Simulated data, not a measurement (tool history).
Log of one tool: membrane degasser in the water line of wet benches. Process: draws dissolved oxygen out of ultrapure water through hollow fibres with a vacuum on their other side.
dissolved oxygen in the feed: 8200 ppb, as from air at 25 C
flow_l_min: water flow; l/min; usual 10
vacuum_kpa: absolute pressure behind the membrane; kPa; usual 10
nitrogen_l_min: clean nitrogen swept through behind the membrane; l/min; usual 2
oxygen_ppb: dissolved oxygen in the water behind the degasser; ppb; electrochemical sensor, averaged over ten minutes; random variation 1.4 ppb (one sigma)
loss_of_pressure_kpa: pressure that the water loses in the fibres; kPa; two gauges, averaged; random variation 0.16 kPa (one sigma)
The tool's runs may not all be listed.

Run 1, day 0: usual settings. Result: oxygen_ppb 136.9 ppb, loss_of_pressure_kpa 35.04 kPa.
Run 2, day 1.254: usual settings. Result: oxygen_ppb 140.5 ppb, loss_of_pressure_kpa 34.95 kPa.
Run 3, day 2.529: usual settings but vacuum_kpa 7.4 kPa. Result: oxygen_ppb 107.7 ppb, loss_of_pressure_kpa 34.71 kPa.
Run 4, day 4.167: usual settings. Result: oxygen_ppb 139.7 ppb, loss_of_pressure_kpa 35.09 kPa.
Run 5, day 6.512: usual settings. Result: oxygen_ppb 139.4 ppb, loss_of_pressure_kpa 34.81 kPa.
Run 6, day 8.738: usual settings. Result: oxygen_ppb 137.8 ppb, loss_of_pressure_kpa 34.91 kPa.
Run 7, day 10.208: usual settings but vacuum_kpa 15.1 kPa. Result: oxygen_ppb 199 ppb, loss_of_pressure_kpa 35.3 kPa.
Run 8, day 11.621: usual settings but vacuum_kpa 16.6 kPa. Result: oxygen_ppb 216.8 ppb, loss_of_pressure_kpa 34.96 kPa.
Run 9, day 13.45: usual settings but vacuum_kpa 16.6 kPa. Result: oxygen_ppb 213.2 ppb, loss_of_pressure_kpa 35.24 kPa.
Run 10, day 15.117: usual settings but vacuum_kpa 16.6 kPa. Result: oxygen_ppb 215.6 ppb, loss_of_pressure_kpa 35.44 kPa.
Run 11, day 16.146: usual settings but vacuum_kpa 7.1 kPa. Result: oxygen_ppb 103.7 ppb, loss_of_pressure_kpa 35.15 kPa.
Run 12, day 17.858: usual settings but nitrogen_l_min 4.79 l/min. Result: oxygen_ppb 92.1 ppb, loss_of_pressure_kpa 35.41 kPa.
Run 13, day 19.7: usual settings but vacuum_kpa 13.2 kPa, nitrogen_l_min 4.79 l/min. Result: oxygen_ppb 106.9 ppb, loss_of_pressure_kpa 35.86 kPa.
Run 14, day 21.375: usual settings but vacuum_kpa 13.2 kPa, nitrogen_l_min 4.79 l/min. Result: oxygen_ppb 107.9 ppb, loss_of_pressure_kpa 35.8 kPa.
Run 15, day 23.2: usual settings. Result: oxygen_ppb 136.2 ppb, loss_of_pressure_kpa 35.63 kPa.
Run 16, day 24.458: usual settings but nitrogen_l_min 1.38 l/min. Result: oxygen_ppb 170.7 ppb, loss_of_pressure_kpa 35.92 kPa.
Run 17, day 25.633: usual settings but flow_l_min 6 l/min, vacuum_kpa 7.6 kPa, nitrogen_l_min 1.52 l/min. Result: oxygen_ppb 47.2 ppb, loss_of_pressure_kpa 21.5 kPa.
Run 18, day 28.046: usual settings but flow_l_min 13 l/min, vacuum_kpa 11 kPa, nitrogen_l_min 4.48 l/min. Result: oxygen_ppb 196.8 ppb, loss_of_pressure_kpa 46.48 kPa.
At day 29.588: gauge calibrated.
Run 19, day 30.258: usual settings but flow_l_min 16 l/min, vacuum_kpa 23.4 kPa, nitrogen_l_min 2.49 l/min. Result: oxygen_ppb 551.4 ppb, loss_of_pressure_kpa 55.82 kPa.
Run 20, day 32.725: usual settings but flow_l_min 16 l/min, vacuum_kpa 23.4 kPa, nitrogen_l_min 2.49 l/min. Result: oxygen_ppb 549.2 ppb, loss_of_pressure_kpa 55.89 kPa.
Run 21, day 33.808: usual settings but flow_l_min 16 l/min, vacuum_kpa 23.4 kPa, nitrogen_l_min 2.49 l/min. Result: oxygen_ppb 539.6 ppb, loss_of_pressure_kpa 56.21 kPa.
Run 22, day 35.262: usual settings but flow_l_min 9 l/min, vacuum_kpa 8.3 kPa, nitrogen_l_min 1.36 l/min. Result: oxygen_ppb 117.5 ppb, loss_of_pressure_kpa 31.42 kPa.
Run 23, day 37.5: usual settings but vacuum_kpa 8.3 kPa, nitrogen_l_min 1.36 l/min. Result: oxygen_ppb 146 ppb, loss_of_pressure_kpa 35.15 kPa.
Run 24, day 38.75: usual settings but vacuum_kpa 8.3 kPa, nitrogen_l_min 1.36 l/min. Result: oxygen_ppb 146.2 ppb, loss_of_pressure_kpa 35.13 kPa.
Run 25, day 40.75: usual settings but vacuum_kpa 6.8 kPa, nitrogen_l_min 1.36 l/min. Result: oxygen_ppb 123.1 ppb, loss_of_pressure_kpa 35.2 kPa.
Run 26, day 41.979: usual settings but vacuum_kpa 6.8 kPa, nitrogen_l_min 1.36 l/min. Result: oxygen_ppb 117.4 ppb, loss_of_pressure_kpa 35.23 kPa.
Run 27, day 43.65: usual settings but flow_l_min 9 l/min. Result: oxygen_ppb 109.7 ppb, loss_of_pressure_kpa 32.09 kPa.
Run 28, day 45.25: usual settings but flow_l_min 9 l/min. Result: oxygen_ppb 109.9 ppb, loss_of_pressure_kpa 32.01 kPa.
Run 29, day 46.721: usual settings but nitrogen_l_min 1.07 l/min. Result: oxygen_ppb 205.8 ppb, loss_of_pressure_kpa 35.41 kPa.
Run 30, day 48.35: usual settings but vacuum_kpa 11.5 kPa, nitrogen_l_min 3.85 l/min. Result: oxygen_ppb 108.9 ppb, loss_of_pressure_kpa 35.76 kPa.
Run 31, day 50.071: usual settings but flow_l_min 7 l/min, vacuum_kpa 6.2 kPa, nitrogen_l_min 2.63 l/min. Result: oxygen_ppb 31.6 ppb, loss_of_pressure_kpa 24.97 kPa.
Run 32, day 51.771: usual settings but flow_l_min 7 l/min, vacuum_kpa 6.2 kPa, nitrogen_l_min 2.63 l/min. Result: oxygen_ppb 31.3 ppb, loss_of_pressure_kpa 25.21 kPa.

4 ways to go on from here, each from the tool as it stands after run 32. What would each give?
Run A, day 53.371: usual settings but flow_l_min 12 l/min, vacuum_kpa 6.2 kPa, nitrogen_l_min 2.63 l/min. Result: oxygen_ppb ?, loss_of_pressure_kpa ?.
Run B, day 53.371: usual settings but flow_l_min 7 l/min. Result: oxygen_ppb ?, loss_of_pressure_kpa ?.
Run C, day 53.371: usual settings but flow_l_min 16 l/min, vacuum_kpa 19.1 kPa, nitrogen_l_min 2.63 l/min. Result: oxygen_ppb ?, loss_of_pressure_kpa ?.
Run D, day 53.371: usual settings but nitrogen_l_min 1.82 l/min. Result: oxygen_ppb ?, loss_of_pressure_kpa ?.

run  oxygen_ppb  loss_of_pressure_kpa
  A       140.8                 42.65
  B        68.9                 24.99
  C       477.2                 57.27
  D       149.1                 35.92
Without the tool's hidden state the same runs would have given:
run  oxygen_ppb  loss_of_pressure_kpa
  A       140.6                 41.68
  B        68.8                 24.43
  C       476.7                 55.97
  D       148.9                  35.1

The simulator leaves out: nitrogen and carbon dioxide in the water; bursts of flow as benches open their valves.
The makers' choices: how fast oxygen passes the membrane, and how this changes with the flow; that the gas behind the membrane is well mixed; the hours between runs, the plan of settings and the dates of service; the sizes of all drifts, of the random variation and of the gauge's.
